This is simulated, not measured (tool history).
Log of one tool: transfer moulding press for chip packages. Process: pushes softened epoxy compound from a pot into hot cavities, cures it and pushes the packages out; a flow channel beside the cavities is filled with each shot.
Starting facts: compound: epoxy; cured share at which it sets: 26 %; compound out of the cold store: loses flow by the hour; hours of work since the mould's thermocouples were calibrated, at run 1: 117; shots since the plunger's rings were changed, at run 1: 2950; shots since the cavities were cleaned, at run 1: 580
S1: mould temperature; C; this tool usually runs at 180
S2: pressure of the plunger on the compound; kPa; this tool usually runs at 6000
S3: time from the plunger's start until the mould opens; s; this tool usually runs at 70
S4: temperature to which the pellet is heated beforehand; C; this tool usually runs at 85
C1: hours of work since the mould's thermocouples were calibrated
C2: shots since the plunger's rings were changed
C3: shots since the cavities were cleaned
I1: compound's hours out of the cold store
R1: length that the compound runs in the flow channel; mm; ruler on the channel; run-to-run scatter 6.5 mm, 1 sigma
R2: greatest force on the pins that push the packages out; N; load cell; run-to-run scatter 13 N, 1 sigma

run   hour   S1    S2   S3  S4   C1    C2   C3    I1   R1    R2
  1    0.0  180  6000   70  85  117  2950  580  28.8  723   938
  2    9.8  180  6000   70  85  123  3082  712  25.0  743   965
  3   22.4  180  6000   70  85  130  3251  881  38.5  676   980
      35.0  -- cavities cleaned with cleaning compound and waxed
  4   35.2  180  6000   74  85  137  3402    1  32.4  718   568
  5   48.7  180  6000   74  85  145  3585  184  26.9  734   669
  6   62.4  180  6000   74  85  153  3768  367  43.0  650   752
  7   76.6  180  6000   74  85  161  3959  558  44.5  645   784
  8   88.3  180  6000   74  85  168  4116  715  38.2  672   827
  9   97.7  180  6000   74  85  174  4243  842  42.7  661   828
 10  105.2  180  6000  105  85  178  4344  943  22.2  751   696
     114.0  -- cavities cleaned with cleaning compound and waxed
 11  116.4  180  4530  105  85  184  4473   31  14.2  683   467
 12  131.1  180  4530  105  85  193  4671  229  13.8  673   550
 13  146.8  180  4530  105  85  202  4881  439  26.9  625   615
 14  154.2  180  6000   70  85  206  4982  540  20.2  744   977
 15  166.9  180  6070   70  78  214  5152  710   9.0  814  1059
 16  177.4  177  5060   55  90  220  5294  852  36.0  634  2003

Run 17 is up next; what results do you expect?
 17  185.9  177  5060  55  77  225  5407  965  32.8   ?   ?

For run 17 the tool returned R1 631 mm, R2 2338 N.
With no hidden state in the tool, this same run would have given R1 679 mm, R2 1418 N.
